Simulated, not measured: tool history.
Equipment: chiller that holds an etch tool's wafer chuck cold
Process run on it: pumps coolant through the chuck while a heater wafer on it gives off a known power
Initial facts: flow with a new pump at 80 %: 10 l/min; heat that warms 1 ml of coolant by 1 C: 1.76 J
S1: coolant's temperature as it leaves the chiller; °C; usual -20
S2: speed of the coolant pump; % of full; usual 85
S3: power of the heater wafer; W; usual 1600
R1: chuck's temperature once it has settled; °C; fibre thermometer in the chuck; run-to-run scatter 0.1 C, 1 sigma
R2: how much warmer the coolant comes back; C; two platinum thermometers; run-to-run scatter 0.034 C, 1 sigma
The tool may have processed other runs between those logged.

run	hour	S1	S2	S3	R1	R2
1	0.0	-20	85	1600	-6.8	5.12
2	58.5	-20	85	1600	-6.6	5.10
3	103.7	-20	85	1600	-6.6	5.10
4	141.7	-20	87	1600	-6.7	5.06
5	192.4	-20	85	1600	-6.5	5.14
6	253.5	-20	85	1600	-6.8	5.14
7	313.5	-20	85	1600	-6.7	5.09
8	379.0	-24	85	1600	-10.5	5.11
9	406.4	-24	85	1600	-10.5	5.14
10	465.1	-24	85	1600	-10.5	5.15
11	529.9	-24	85	1228	-13.3	3.98
# hour 534.4: chiller's thermometer calibrated
12	581.9	-20	85	1600	-6.2	5.18
13	620.9	-20	85	1600	-6.3	5.14
14	681.4	-20	85	1600	-6.3	5.09
# hour 698.7: chiller's thermometer calibrated, once more
15	730.8	-20	85	1451	-7.9	4.67
16	791.7	-26	69	1336	-12.4	5.27
17	849.4	-12	78	1600	2.4	5.62
18	878.3	-26	78	1093	-16.1	3.90
19	922.6	-20	78	1071	-10.2	3.74
20	973.4	-20	66	1600	-2.9	6.58
21	1012.6	-20	85	911	-12.2	2.90
22	1045.9	-20	84	1462	-7.3	4.79
23	1082.2	-20	88	1600	-6.7	5.03
24	1146.4	-19	88	1600	-5.7	4.98
25	1212.6	-25	96	1069	-16.7	3.08
26	1252.0	-16	72	1600	-0.1	6.12
27	1298.8	-12	85	2153	6.6	6.98
28	1347.5	-12	85	2153	6.6	7.03
29	1392.5	-12	85	2153	6.5	7.04

Branching from run 29: 4 alternative next runs. What would each branch give?
A	1434.3	-11	64	981	?	?
B	1434.3	-16	74	1656	?	?
C	1434.3	-25	85	2153	?	?
D	1434.3	-13	85	1279	?	?

run	R1	R2
A	-0.1	4.21
B	0.3	6.15
C	-6.3	7.02
D	-1.8	4.16
What these runs would have given with no unlogged condition in the tool:
run	R1	R2
A	-1.3	4.16
B	-1.5	6.07
C	-8.3	6.93
D	-3.0	4.10

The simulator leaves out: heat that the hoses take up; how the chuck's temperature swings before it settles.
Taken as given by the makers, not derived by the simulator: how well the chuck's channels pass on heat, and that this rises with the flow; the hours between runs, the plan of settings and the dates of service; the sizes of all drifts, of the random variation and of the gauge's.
